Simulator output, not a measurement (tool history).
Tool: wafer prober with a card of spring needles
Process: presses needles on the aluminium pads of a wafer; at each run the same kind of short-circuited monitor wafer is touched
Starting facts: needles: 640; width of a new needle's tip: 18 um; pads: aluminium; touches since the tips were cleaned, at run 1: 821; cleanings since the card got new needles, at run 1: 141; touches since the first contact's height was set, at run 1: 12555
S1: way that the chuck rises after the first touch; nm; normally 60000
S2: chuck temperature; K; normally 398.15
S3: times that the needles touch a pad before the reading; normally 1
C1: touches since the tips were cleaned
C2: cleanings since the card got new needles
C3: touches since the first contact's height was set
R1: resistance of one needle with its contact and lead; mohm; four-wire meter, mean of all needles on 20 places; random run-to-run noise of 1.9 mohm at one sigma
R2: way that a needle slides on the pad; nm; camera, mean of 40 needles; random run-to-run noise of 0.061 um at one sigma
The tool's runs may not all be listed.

{"run": 1, "day": 0.0, "S1": 60000, "S2": 398.15, "S3": 1, "C1": 821, "C2": 141, "C3": 12555, "R1": 257, "R2": 12020}
{"day": 0.138, "done": "tips cleaned on abrasive film"}
{"day": 0.308, "done": "tips cleaned on abrasive film"}
{"day": 0.471, "done": "tips cleaned on abrasive film"}
{"run": 2, "day": 0.471, "S1": 60000, "S2": 398.15, "S3": 1, "C1": 16, "C2": 144, "C3": 19483, "R1": 217, "R2": 11850}
{"day": 0.646, "done": "tips cleaned on abrasive film"}
{"run": 3, "day": 0.796, "S1": 60000, "S2": 398.15, "S3": 1, "C1": 2242, "C2": 145, "C3": 24312, "R1": 312, "R2": 11840}
{"day": 0.838, "done": "tips cleaned on abrasive film"}
{"day": 1.025, "done": "tips cleaned on abrasive film"}
{"day": 1.2, "done": "tips cleaned on abrasive film"}
{"run": 4, "day": 1.258, "S1": 60000, "S2": 398.15, "S3": 1, "C1": 905, "C2": 148, "C3": 31120, "R1": 260, "R2": 11720}
{"day": 1.379, "done": "tips cleaned on abrasive film"}
{"day": 1.558, "done": "tips cleaned on abrasive film"}
{"day": 1.742, "done": "tips cleaned on abrasive film"}
{"run": 5, "day": 1.808, "S1": 60000, "S2": 398.15, "S3": 1, "C1": 1007, "C2": 151, "C3": 39219, "R1": 274, "R2": 11700}
{"day": 1.938, "done": "tips cleaned on abrasive film"}
{"day": 2.117, "done": "tips cleaned on abrasive film"}
{"day": 2.292, "done": "tips cleaned on abrasive film"}
{"run": 6, "day": 2.375, "S1": 60000, "S2": 398.15, "S3": 1, "C1": 1244, "C2": 154, "C3": 47619, "R1": 288, "R2": 11720}
{"day": 2.458, "done": "tips cleaned on abrasive film"}
{"day": 2.608, "done": "tips cleaned on abrasive film, once more"}
{"day": 2.804, "done": "tips cleaned on abrasive film"}
{"run": 7, "day": 2.817, "S1": 60000, "S2": 398.15, "S3": 1, "C1": 219, "C2": 157, "C3": 54118, "R1": 233, "R2": 11740}
{"day": 3.0, "done": "tips cleaned on abrasive film"}
{"run": 8, "day": 3.138, "S1": 60000, "S2": 398.15, "S3": 1, "C1": 2061, "C2": 158, "C3": 58863, "R1": 314, "R2": 11570}
{"day": 3.179, "done": "tips cleaned on abrasive film"}
{"day": 3.354, "done": "tips cleaned on abrasive film"}
{"day": 3.538, "done": "tips cleaned on abrasive film"}
{"run": 9, "day": 3.658, "S1": 60000, "S2": 398.15, "S3": 1, "C1": 1863, "C2": 161, "C3": 66581, "R1": 315, "R2": 11590}
{"day": 3.704, "done": "tips cleaned on abrasive film"}
{"day": 3.892, "done": "tips cleaned on abrasive film"}
{"run": 10, "day": 4.046, "S1": 60000, "S2": 398.15, "S3": 1, "C1": 2312, "C2": 163, "C3": 72299, "R1": 333, "R2": 11620}
{"day": 4.079, "done": "tips cleaned on abrasive film"}
{"day": 4.262, "done": "tips cleaned on abrasive film"}
{"day": 4.446, "done": "tips cleaned on abrasive film"}
{"run": 11, "day": 4.517, "S1": 60000, "S2": 398.15, "S3": 1, "C1": 1055, "C2": 166, "C3": 79216, "R1": 263, "R2": 11540}
{"day": 4.638, "done": "tips cleaned on abrasive film"}
{"day": 4.808, "done": "tips cleaned on abrasive film"}
{"run": 12, "day": 4.871, "S1": 60000, "S2": 398.15, "S3": 1, "C1": 952, "C2": 168, "C3": 84449, "R1": 268, "R2": 11500}
{"day": 4.983, "done": "tips cleaned on abrasive film"}
{"day": 5.154, "done": "tips cleaned on abrasive film"}
{"run": 13, "day": 5.154, "S1": 60000, "S2": 398.15, "S3": 1, "C1": 0, "C2": 170, "C3": 88583, "R1": 216, "R2": 11480}
{"day": 5.333, "done": "tips cleaned on abrasive film"}
{"day": 5.521, "done": "tips cleaned on abrasive film"}
{"day": 5.679, "done": "tips cleaned on abrasive film"}
{"run": 14, "day": 5.679, "S1": 60000, "S2": 398.15, "S3": 1, "C1": 0, "C2": 173, "C3": 96363, "R1": 215, "R2": 11560}
{"day": 5.867, "done": "tips cleaned on abrasive film"}
{"day": 6.046, "done": "tips cleaned on abrasive film"}
{"run": 15, "day": 6.158, "S1": 43000, "S2": 386.15, "S3": 3, "C1": 1757, "C2": 175, "C3": 103472, "R1": 289, "R2": 7930}
{"day": 6.242, "done": "tips cleaned on abrasive film"}
{"day": 6.425, "done": "tips cleaned on abrasive film"}
{"day": 6.6, "done": "tips cleaned on abrasive film"}
{"run": 16, "day": 6.729, "S1": 46000, "S2": 367.15, "S3": 1, "C1": 1976, "C2": 178, "C3": 111892, "R1": 430, "R2": 8570}
{"day": 6.775, "done": "tips cleaned on abrasive film"}
{"day": 6.95, "done": "tips cleaned on abrasive film"}
{"day": 7.117, "done": "tips cleaned on abrasive film"}
{"run": 17, "day": 7.117, "S1": 46000, "S2": 367.15, "S3": 1, "C1": 0, "C2": 181, "C3": 117547, "R1": 216, "R2": 8480}
{"day": 7.312, "done": "tips cleaned on abrasive film"}
{"run": 18, "day": 7.425, "S1": 49000, "S2": 367.15, "S3": 1, "C1": 1733, "C2": 182, "C3": 122152, "R1": 375, "R2": 9030}
{"day": 7.508, "done": "tips cleaned on abrasive film"}
{"day": 7.692, "done": "tips cleaned on abrasive film"}
{"day": 7.867, "done": "tips cleaned on abrasive film"}
{"run": 19, "day": 7.875, "S1": 49000, "S2": 367.15, "S3": 1, "C1": 154, "C2": 185, "C3": 128745, "R1": 232, "R2": 9050}
{"day": 8.062, "done": "tips cleaned on abrasive film"}
{"day": 8.25, "done": "tips cleaned on abrasive film"}
{"day": 8.408, "done": "tips cleaned on abrasive film"}
{"run": 20, "day": 8.438, "S1": 45000, "S2": 325.15, "S3": 1, "C1": 416, "C2": 188, "C3": 137030, "R1": 289, "R2": 8260}
{"day": 8.583, "done": "tips cleaned on abrasive film"}
{"day": 8.758, "done": "tips cleaned on abrasive film"}
{"day": 8.954, "done": "tips cleaned on abrasive film"}
{"run": 21, "day": 9.0, "S1": 45000, "S2": 361.15, "S3": 2, "C1": 678, "C2": 191, "C3": 145371, "R1": 267, "R2": 8210}
{"day": 9.142, "done": "tips cleaned on abrasive film"}
{"day": 9.325, "done": "tips cleaned on abrasive film"}
{"day": 9.488, "done": "tips cleaned on abrasive film"}
{"run": 22, "day": 9.488, "S1": 60000, "S2": 315.15, "S3": 1, "C1": 0, "C2": 194, "C3": 152532, "R1": 200, "R2": 11210}
{"day": 9.658, "done": "tips cleaned on abrasive film"}
{"day": 9.854, "done": "tips cleaned on abrasive film"}
{"run": 23, "day": 9.908, "S1": 60000, "S2": 315.15, "S3": 1, "C1": 819, "C2": 196, "C3": 158762, "R1": 268, "R2": 11120}
{"day": 10.025, "done": "tips cleaned on abrasive film"}
{"day": 10.212, "done": "tips cleaned on abrasive film"}
{"day": 10.396, "done": "tips cleaned on abrasive film"}
{"run": 24, "day": 10.458, "S1": 77000, "S2": 306.15, "S3": 1, "C1": 969, "C2": 199, "C3": 166903, "R1": 233, "R2": 14520}
{"day": 10.579, "done": "tips cleaned on abrasive film"}
{"day": 10.775, "done": "tips cleaned on abrasive film"}
{"run": 25, "day": 10.829, "S1": 64000, "S2": 366.15, "S3": 1, "C1": 786, "C2": 201, "C3": 172346, "R1": 266, "R2": 11860}
{"day": 10.946, "done": "tips cleaned on abrasive film"}
{"day": 11.138, "done": "tips cleaned on abrasive film"}
{"day": 11.225, "done": "height of the first contact set anew"}
{"run": 26, "day": 11.233, "S1": 44000, "S2": 366.15, "S3": 2, "C1": 1264, "C2": 203, "C3": 90, "R1": 301, "R2": 8700}
{"day": 11.338, "done": "tips cleaned on abrasive film"}
{"day": 11.496, "done": "tips cleaned on abrasive film"}
{"run": 27, "day": 11.617, "S1": 67000, "S2": 366.15, "S3": 2, "C1": 1802, "C2": 205, "C3": 5782, "R1": 252, "R2": 13400}

Here are 5 independent what-if runs from the current tool condition. What would each one return?
{"day": 11.696, "done": "tips cleaned on abrasive film"}
{"day": 11.892, "done": "tips cleaned on abrasive film"}
{"run": "A", "day": 12.004, "S1": 60000, "S2": 311.15, "S3": 1, "C1": 1688, "C2": 207, "C3": 11485, "R1": "?", "R2": "?"}
{"day": 11.696, "done": "tips cleaned on abrasive film"}
{"day": 11.892, "done": "tips cleaned on abrasive film"}
{"run": "B", "day": 12.004, "S1": 63000, "S2": 356.15, "S3": 3, "C1": 1688, "C2": 207, "C3": 11485, "R1": "?", "R2": "?"}
{"day": 11.696, "done": "tips cleaned on abrasive film"}
{"day": 11.892, "done": "tips cleaned on abrasive film"}
{"run": "C", "day": 12.004, "S1": 67000, "S2": 366.15, "S3": 2, "C1": 1688, "C2": 207, "C3": 11485, "R1": "?", "R2": "?"}
{"day": 11.696, "done": "tips cleaned on abrasive film"}
{"day": 11.892, "done": "tips cleaned on abrasive film"}
{"run": "D", "day": 12.004, "S1": 72000, "S2": 307.15, "S3": 2, "C1": 1688, "C2": 207, "C3": 11485, "R1": "?", "R2": "?"}
{"day": 11.696, "done": "tips cleaned on abrasive film"}
{"day": 11.892, "done": "tips cleaned on abrasive film"}
{"run": "E", "day": 12.004, "S1": 46000, "S2": 398.15, "S3": 3, "C1": 1688, "C2": 207, "C3": 11485, "R1": "?", "R2": "?"}

run=A R1=315 R2=11960
run=B R1=234 R2=12490
run=C R1=255 R2=13360
run=D R1=238 R2=14330
run=E R1=275 R2=9200
Without the tool's hidden state the same runs would have given:
run=A R1=184 R2=12010
run=B R1=192 R2=12540
run=C R1=195 R2=13410
run=D R1=181 R2=14390
run=E R1=205 R2=9250
